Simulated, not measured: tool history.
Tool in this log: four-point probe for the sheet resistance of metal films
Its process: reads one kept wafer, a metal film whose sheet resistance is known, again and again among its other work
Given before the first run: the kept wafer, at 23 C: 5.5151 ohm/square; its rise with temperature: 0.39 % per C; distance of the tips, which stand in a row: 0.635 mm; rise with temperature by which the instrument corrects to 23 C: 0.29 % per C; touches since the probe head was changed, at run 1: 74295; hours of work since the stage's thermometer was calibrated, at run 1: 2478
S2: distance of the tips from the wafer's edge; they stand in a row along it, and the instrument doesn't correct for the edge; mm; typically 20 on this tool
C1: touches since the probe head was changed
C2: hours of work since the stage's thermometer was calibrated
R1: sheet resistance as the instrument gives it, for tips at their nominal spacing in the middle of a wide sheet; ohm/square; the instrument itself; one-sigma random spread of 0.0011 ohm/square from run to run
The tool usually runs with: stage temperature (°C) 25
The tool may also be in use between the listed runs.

Run 1, hour 0: usual settings; C1 74295; C2 2478. Result: R1 5.59929 ohm/square.
Run 2, hour 80.4: usual settings; C1 75498; C2 2520. Result: R1 5.598223 ohm/square.
Run 3, hour 183.1: usual settings; C1 77034; C2 2574. Result: R1 5.597222 ohm/square.
Run 4, hour 275.6: usual settings but stage temperature (°C) 29; C1 78417; C2 2622. Result: R1 5.620643 ohm/square.
Run 5, hour 399: usual settings but S2 22 mm; C1 80263; C2 2687. Result: R1 5.599954 ohm/square.
Run 6, hour 458.9: usual settings; C1 81159; C2 2718. Result: R1 5.600087 ohm/square.
At hour 470.9: stage's thermometer calibrated.
Run 7, hour 583.5: usual settings; C1 83015; C2 59. Result: R1 5.607572 ohm/square.
Run 8, hour 706.6: usual settings; C1 84857; C2 123. Result: R1 5.60804 ohm/square.
Run 9, hour 759.8: usual settings but S2 9 mm; C1 85653; C2 151. Result: R1 5.620671 ohm/square.
Run 10, hour 832.5: usual settings but S2 9 mm; C1 86741; C2 189. Result: R1 5.620621 ohm/square.
Run 11, hour 925.5: usual settings but stage temperature (°C) 24, S2 71 mm; C1 88131; C2 238. Result: R1 5.600741 ohm/square.
Run 12, hour 997.5: usual settings but stage temperature (°C) 24, S2 71 mm; C1 89209; C2 276. Result: R1 5.602378 ohm/square.
At hour 1025.7: stage's thermometer calibrated, once more.
Run 13, hour 1117.7: usual settings but stage temperature (°C) 18, S2 60 mm; C1 91000; C2 48. Result: R1 5.540781 ohm/square.
Run 14, hour 1187.5: usual settings but stage temperature (°C) 18, S2 60 mm; C1 92044; C2 85. Result: R1 5.542725 ohm/square.
Run 15, hour 1293.5: usual settings but stage temperature (°C) 23, S2 66 mm; C1 93629; C2 140. Result: R1 5.568471 ohm/square.
Run 16, hour 1362.8: usual settings but stage temperature (°C) 23, S2 66 mm; C1 94666; C2 176. Result: R1 5.571041 ohm/square.
Run 17, hour 1455.9: usual settings but stage temperature (°C) 27, S2 6 mm; C1 96059; C2 225. Result: R1 5.625626 ohm/square.
Run 18, hour 1574.6: usual settings but stage temperature (°C) 24, S2 48 mm; C1 97834; C2 287. Result: R1 5.57671 ohm/square.
Run 19, hour 1687.5: usual settings but stage temperature (°C) 34, S2 5 mm; C1 99523; C2 347. Result: R1 5.675167 ohm/square.
Run 20, hour 1758.4: usual settings but stage temperature (°C) 34, S2 5 mm; C1 100584; C2 384. Result: R1 5.675268 ohm/square.

Some steps in R1, run to run, broken into two amounts with sign: the step expected even without the hidden condition (settings, incoming material, random variation), and the rest, left for the hidden condition together with whatever gauge scatter is not in both the measured and the hidden-condition-free result:
The tool's hidden condition here consists of: inner tips' distance over the nominal, %; tips' flats over new ones', %; wafer's true temperature over the reading, C; drift of the gauge itself on sheet_ohm, %.
Run 6 -> 7: stage's thermometer calibrated. R1 +0.007485 ohm/square: hidden state +0.005601, all else +0.001884.
Run 12 -> 13: stage temperature (°C) 24 -> 18, S2 71 -> 60, stage's thermometer calibrated, once more. R1 -0.061597 ohm/square: hidden state -0.028719, all else -0.032878.
Run 18 -> 19: stage temperature (°C) 24 -> 34, S2 48 -> 5. R1 +0.098457 ohm/square: hidden state +0.00169, all else +0.096767.
